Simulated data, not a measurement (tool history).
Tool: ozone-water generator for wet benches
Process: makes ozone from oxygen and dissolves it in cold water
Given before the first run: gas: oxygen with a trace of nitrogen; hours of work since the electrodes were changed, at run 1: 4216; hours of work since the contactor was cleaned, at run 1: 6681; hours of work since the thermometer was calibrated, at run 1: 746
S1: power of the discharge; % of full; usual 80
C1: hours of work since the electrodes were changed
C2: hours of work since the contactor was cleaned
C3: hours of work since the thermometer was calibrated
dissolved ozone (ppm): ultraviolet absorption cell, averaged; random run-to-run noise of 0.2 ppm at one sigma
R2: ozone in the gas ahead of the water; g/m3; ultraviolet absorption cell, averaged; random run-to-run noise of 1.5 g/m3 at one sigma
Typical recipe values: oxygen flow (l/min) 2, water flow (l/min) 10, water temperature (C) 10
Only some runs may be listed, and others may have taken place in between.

run 1 hour=0 | S1=80 oxygen_flow_(l/min)=2 water_flow_(l/min)=10 water_temperature_(C)=10 | C1=4216 C2=6681 C3=746 | dissolved_ozone_(ppm)=24.3 R2=263.7
run 2 hour=147.1 | S1=80 oxygen_flow_(l/min)=2 water_flow_(l/min)=10 water_temperature_(C)=10 | C1=4358 C2=6823 C3=888 | dissolved_ozone_(ppm)=24 R2=264.1
run 3 hour=277.9 | S1=80 oxygen_flow_(l/min)=2 water_flow_(l/min)=10 water_temperature_(C)=10 | C1=4484 C2=6949 C3=1014 | dissolved_ozone_(ppm)=24 R2=263.9
run 4 hour=376.8 | S1=80 oxygen_flow_(l/min)=2.01 water_flow_(l/min)=10 water_temperature_(C)=10 | C1=4579 C2=7044 C3=1109 | dissolved_ozone_(ppm)=23.6 R2=261.9
run 5 hour=479.5 | S1=80 oxygen_flow_(l/min)=2 water_flow_(l/min)=10 water_temperature_(C)=7 | C1=4678 C2=7143 C3=1208 | dissolved_ozone_(ppm)=24.2 R2=261.5
run 6 hour=591.1 | S1=80 oxygen_flow_(l/min)=2 water_flow_(l/min)=10 water_temperature_(C)=10 | C1=4786 C2=7251 C3=1316 | dissolved_ozone_(ppm)=23.4 R2=262.5
run 7 hour=689.7 | S1=80 oxygen_flow_(l/min)=2 water_flow_(l/min)=10 water_temperature_(C)=10 | C1=4881 C2=7346 C3=1411 | dissolved_ozone_(ppm)=23.5 R2=258.5
run 8 hour=827.5 | S1=80 oxygen_flow_(l/min)=2.41 water_flow_(l/min)=10 water_temperature_(C)=10 | C1=5013 C2=7478 C3=1544 | dissolved_ozone_(ppm)=23.8 R2=236.8
run 9 hour=939.6 | S1=80 oxygen_flow_(l/min)=2.41 water_flow_(l/min)=10 water_temperature_(C)=10 | C1=5121 C2=7586 C3=1652 | dissolved_ozone_(ppm)=23.6 R2=234.7
run 10 hour=1065.1 | S1=80 oxygen_flow_(l/min)=2 water_flow_(l/min)=10 water_temperature_(C)=10 | C1=5242 C2=7707 C3=1773 | dissolved_ozone_(ppm)=23.5 R2=262.3
run 11 hour=1187 | S1=80 oxygen_flow_(l/min)=1.31 water_flow_(l/min)=10 water_temperature_(C)=10 | C1=5360 C2=7825 C3=1890 | dissolved_ozone_(ppm)=21.5 R2=326.4
-- hour=1230.8 contactor cleaned
run 12 hour=1329.1 | S1=80 oxygen_flow_(l/min)=2 water_flow_(l/min)=15 water_temperature_(C)=10 | C1=5493 C2=95 C3=2023 | dissolved_ozone_(ppm)=16.3 R2=258.3
run 13 hour=1471.6 | S1=80 oxygen_flow_(l/min)=2 water_flow_(l/min)=10 water_temperature_(C)=10 | C1=5630 C2=232 C3=2161 | dissolved_ozone_(ppm)=25.8 R2=254.8
run 14 hour=1558.5 | S1=80 oxygen_flow_(l/min)=2 water_flow_(l/min)=10 water_temperature_(C)=10 | C1=5714 C2=316 C3=2244 | dissolved_ozone_(ppm)=25.4 R2=256.2
run 15 hour=1689.8 | S1=80 oxygen_flow_(l/min)=1.58 water_flow_(l/min)=10 water_temperature_(C)=10 | C1=5841 C2=442 C3=2371 | dissolved_ozone_(ppm)=24.7 R2=291.7
run 16 hour=1811.8 | S1=80 oxygen_flow_(l/min)=1.27 water_flow_(l/min)=10 water_temperature_(C)=10 | C1=5958 C2=560 C3=2488 | dissolved_ozone_(ppm)=23.3 R2=326
-- hour=1824.2 water thermometer calibrated
run 17 hour=1873.4 | S1=80 oxygen_flow_(l/min)=1.27 water_flow_(l/min)=10 water_temperature_(C)=17 | C1=6017 C2=619 C3=47 | dissolved_ozone_(ppm)=22.3 R2=326.1
run 18 hour=1940.7 | S1=80 oxygen_flow_(l/min)=1.27 water_flow_(l/min)=10 water_temperature_(C)=17 | C1=6082 C2=684 C3=112 | dissolved_ozone_(ppm)=22 R2=327.1
run 19 hour=2071.4 | S1=80 oxygen_flow_(l/min)=1.27 water_flow_(l/min)=10 water_temperature_(C)=17 | C1=6208 C2=810 C3=238 | dissolved_ozone_(ppm)=22 R2=326.7
run 20 hour=2206.4 | S1=73 oxygen_flow_(l/min)=2 water_flow_(l/min)=10 water_temperature_(C)=10 | C1=6338 C2=940 C3=368 | dissolved_ozone_(ppm)=23.8 R2=237.9
run 21 hour=2338.3 | S1=73 oxygen_flow_(l/min)=2 water_flow_(l/min)=10 water_temperature_(C)=12 | C1=6465 C2=1067 C3=495 | dissolved_ozone_(ppm)=23 R2=239.7
-- hour=2427.2 water thermometer calibrated, once more
run 22 hour=2470.1 | S1=48 oxygen_flow_(l/min)=1.57 water_flow_(l/min)=14 water_temperature_(C)=7 | C1=6591 C2=1193 C3=41 | dissolved_ozone_(ppm)=11.9 R2=207.5
run 23 hour=2613.6 | S1=48 oxygen_flow_(l/min)=1.57 water_flow_(l/min)=10 water_temperature_(C)=6 | C1=6730 C2=1332 C3=180 | dissolved_ozone_(ppm)=17.6 R2=205.6
run 24 hour=2693.1 | S1=48 oxygen_flow_(l/min)=1.57 water_flow_(l/min)=10 water_temperature_(C)=6 | C1=6806 C2=1408 C3=256 | dissolved_ozone_(ppm)=17.8 R2=208.2
run 25 hour=2827.2 | S1=48 oxygen_flow_(l/min)=1.17 water_flow_(l/min)=11 water_temperature_(C)=6 | C1=6936 C2=1537 C3=385 | dissolved_ozone_(ppm)=14.9 R2=244.3
run 26 hour=2925.6 | S1=48 oxygen_flow_(l/min)=2.91 water_flow_(l/min)=7 water_temperature_(C)=10 | C1=7030 C2=1632 C3=480 | dissolved_ozone_(ppm)=24.6 R2=147.8
run 27 hour=2985.1 | S1=80 oxygen_flow_(l/min)=2 water_flow_(l/min)=7 water_temperature_(C)=10 | C1=7088 C2=1689 C3=538 | dissolved_ozone_(ppm)=33.7 R2=247.8
run 28 hour=3096.5 | S1=66 oxygen_flow_(l/min)=2 water_flow_(l/min)=10 water_temperature_(C)=7 | C1=7195 C2=1797 C3=645 | dissolved_ozone_(ppm)=22 R2=219
run 29 hour=3169.7 | S1=66 oxygen_flow_(l/min)=2 water_flow_(l/min)=10 water_temperature_(C)=7 | C1=7266 C2=1867 C3=715 | dissolved_ozone_(ppm)=22.1 R2=220.1
run 30 hour=3277.5 | S1=47 oxygen_flow_(l/min)=1.34 water_flow_(l/min)=10 water_temperature_(C)=7 | C1=7370 C2=1971 C3=819 | dissolved_ozone_(ppm)=16.5 R2=218.3
run 31 hour=3392.8 | S1=48 oxygen_flow_(l/min)=1.34 water_flow_(l/min)=10 water_temperature_(C)=8 | C1=7481 C2=2082 C3=930 | dissolved_ozone_(ppm)=16.7 R2=223.4
run 32 hour=3500 | S1=50 oxygen_flow_(l/min)=1.5 water_flow_(l/min)=10 water_temperature_(C)=8 | C1=7584 C2=2186 C3=1034 | dissolved_ozone_(ppm)=17.6 R2=212.1
run 33 hour=3641 | S1=63 oxygen_flow_(l/min)=2.57 water_flow_(l/min)=10 water_temperature_(C)=8 | C1=7720 C2=2322 C3=1170 | dissolved_ozone_(ppm)=21.4 R2=183.7

Hidden condition of the tool, last listed run before each entry between runs versus first listed run after:
In the gap between runs 11 and 12: contactor cleaned (hour 1230.8)
  yield of the discharge, % of new electrodes': 90 -> 89.8; contactor's efficiency, % of a clean one's: 78.3 -> 98.6
  difference, measured minus the result without the unlogged condition, dissolved ozone (ppm): -5.8 -> -2.2; R2: -39.7 -> -32.3 g/m3
In the gap between runs 16 and 17: water thermometer calibrated (hour 1824.2)
  yield of the discharge, % of new electrodes': 88.9 -> 88.8; contactor's efficiency, % of a clean one's: 97.3 -> 97.1; true water temperature over the reading, C: 0.04 -> 0.05
  difference, measured minus the result without the unlogged condition, dissolved ozone (ppm): -3.5 -> -3.4; R2: -44.7 -> -45.1 g/m3
In the gap between runs 21 and 22: water thermometer calibrated, once more (hour 2427.2)
  yield of the discharge, % of new electrodes': 87.9 -> 87.7; contactor's efficiency, % of a clean one's: 95.9 -> 95.5; true water temperature over the reading, C: 0.06 -> -0.05
  difference, measured minus the result without the unlogged condition, dissolved ozone (ppm): -3.8 -> -1.6; R2: -33.8 -> -21.2 g/m3

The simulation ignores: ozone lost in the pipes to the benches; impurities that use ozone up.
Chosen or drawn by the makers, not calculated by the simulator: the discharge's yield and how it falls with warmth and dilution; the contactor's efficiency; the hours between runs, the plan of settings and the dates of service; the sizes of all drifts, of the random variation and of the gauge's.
